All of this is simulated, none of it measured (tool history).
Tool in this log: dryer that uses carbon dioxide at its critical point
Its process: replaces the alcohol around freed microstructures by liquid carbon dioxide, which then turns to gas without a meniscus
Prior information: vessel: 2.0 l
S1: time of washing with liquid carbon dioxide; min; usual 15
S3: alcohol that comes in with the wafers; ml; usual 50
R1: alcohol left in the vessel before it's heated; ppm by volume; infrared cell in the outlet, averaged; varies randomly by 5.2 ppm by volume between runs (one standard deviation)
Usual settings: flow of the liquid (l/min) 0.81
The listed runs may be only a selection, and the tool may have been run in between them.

run 1 day=0 | S1=15 flow_of_the_liquid_(l/min)=0.81 S3=50 | R1=147
run 2 day=1.425 | S1=14 flow_of_the_liquid_(l/min)=0.81 S3=50 | R1=206
run 3 day=2.412 | S1=14 flow_of_the_liquid_(l/min)=0.81 S3=50 | R1=211
run 4 day=4.742 | S1=15 flow_of_the_liquid_(l/min)=0.81 S3=50 | R1=158
run 5 day=7.025 | S1=15 flow_of_the_liquid_(l/min)=0.81 S3=50 | R1=168
run 6 day=9.008 | S1=15 flow_of_the_liquid_(l/min)=0.81 S3=50 | R1=177
run 7 day=11.25 | S1=15 flow_of_the_liquid_(l/min)=0.81 S3=50 | R1=179
run 8 day=13.638 | S1=15 flow_of_the_liquid_(l/min)=0.81 S3=50 | R1=185
run 9 day=14.738 | S1=15 flow_of_the_liquid_(l/min)=0.81 S3=50 | R1=189
run 10 day=16.021 | S1=15 flow_of_the_liquid_(l/min)=0.81 S3=50 | R1=194
run 11 day=17.9 | S1=22 flow_of_the_liquid_(l/min)=0.81 S3=50 | R1=50
run 12 day=19.821 | S1=15 flow_of_the_liquid_(l/min)=0.81 S3=50 | R1=203
run 13 day=21.267 | S1=15 flow_of_the_liquid_(l/min)=0.81 S3=50 | R1=212
-- day=22.017 inlet filter changed
run 14 day=22.425 | S1=15 flow_of_the_liquid_(l/min)=0.81 S3=50 | R1=117
run 15 day=24.8 | S1=15 flow_of_the_liquid_(l/min)=0.81 S3=50 | R1=118
run 16 day=25.829 | S1=11 flow_of_the_liquid_(l/min)=0.81 S3=50 | R1=440
run 17 day=27.367 | S1=15 flow_of_the_liquid_(l/min)=0.81 S3=50 | R1=126
run 18 day=29.008 | S1=15 flow_of_the_liquid_(l/min)=0.81 S3=32 | R1=86
run 19 day=31.183 | S1=15 flow_of_the_liquid_(l/min)=0.81 S3=50 | R1=132
run 20 day=33.238 | S1=15 flow_of_the_liquid_(l/min)=0.81 S3=50 | R1=136
run 21 day=35.025 | S1=15 flow_of_the_liquid_(l/min)=0.81 S3=50 | R1=129
run 22 day=36.221 | S1=15 flow_of_the_liquid_(l/min)=0.81 S3=50 | R1=143
run 23 day=37.367 | S1=15 flow_of_the_liquid_(l/min)=1.107 S3=50 | R1=56
run 24 day=39.633 | S1=21 flow_of_the_liquid_(l/min)=0.727 S3=37 | R1=63
run 25 day=41.712 | S1=10 flow_of_the_liquid_(l/min)=0.833 S3=50 | R1=648
run 26 day=43.296 | S1=10 flow_of_the_liquid_(l/min)=0.833 S3=50 | R1=660
run 27 day=44.446 | S1=16 flow_of_the_liquid_(l/min)=0.81 S3=50 | R1=128
run 28 day=45.429 | S1=16 flow_of_the_liquid_(l/min)=0.81 S3=84 | R1=195
run 29 day=47.617 | S1=20 flow_of_the_liquid_(l/min)=0.968 S3=50 | R1=50
run 30 day=49.612 | S1=20 flow_of_the_liquid_(l/min)=0.968 S3=50 | R1=57
run 31 day=50.75 | S1=20 flow_of_the_liquid_(l/min)=0.968 S3=50 | R1=42
run 32 day=53.092 | S1=15 flow_of_the_liquid_(l/min)=0.81 S3=119 | R1=385
run 33 day=54.571 | S1=15 flow_of_the_liquid_(l/min)=0.81 S3=28 | R1=132
run 34 day=56.633 | S1=11 flow_of_the_liquid_(l/min)=0.81 S3=28 | R1=369
run 35 day=57.742 | S1=12 flow_of_the_liquid_(l/min)=0.81 S3=24 | R1=257
run 36 day=59.35 | S1=12 flow_of_the_liquid_(l/min)=0.81 S3=24 | R1=260
run 37 day=61.171 | S1=18 flow_of_the_liquid_(l/min)=0.81 S3=97 | R1=161
run 38 day=63.475 | S1=12 flow_of_the_liquid_(l/min)=0.697 S3=97 | R1=1641
run 39 day=65.596 | S1=21 flow_of_the_liquid_(l/min)=0.844 S3=50 | R1=77
-- day=67.1 inlet filter changed
run 40 day=67.421 | S1=16 flow_of_the_liquid_(l/min)=0.844 S3=105 | R1=155
run 41 day=68.671 | S1=16 flow_of_the_liquid_(l/min)=0.844 S3=105 | R1=154
run 42 day=70.671 | S1=16 flow_of_the_liquid_(l/min)=0.844 S3=105 | R1=149
run 43 day=72.971 | S1=16 flow_of_the_liquid_(l/min)=0.844 S3=105 | R1=143
run 44 day=75.217 | S1=16 flow_of_the_liquid_(l/min)=0.844 S3=105 | R1=163
run 45 day=76.925 | S1=16 flow_of_the_liquid_(l/min)=0.844 S3=105 | R1=170
run 46 day=79.217 | S1=16 flow_of_the_liquid_(l/min)=0.844 S3=105 | R1=180

Consider 3 possible next runs. They are alternatives, not a sequence: every one starts from the tool as it was left by run 46. What does each give?
run A day=80.817 | S1=19 flow_of_the_liquid_(l/min)=0.715 S3=23 | R1=?
run B day=80.817 | S1=9 flow_of_the_liquid_(l/min)=0.844 S3=105 | R1=?
run C day=80.817 | S1=18 flow_of_the_liquid_(l/min)=0.617 S3=105 | R1=?

run=A R1=84
run=B R1=1801
run=C R1=428
The same runs, with their run-to-run variation unchanged, on a tool lacking any hidden condition would have given:
run=A R1=24
run=B R1=1464
run=C R1=291
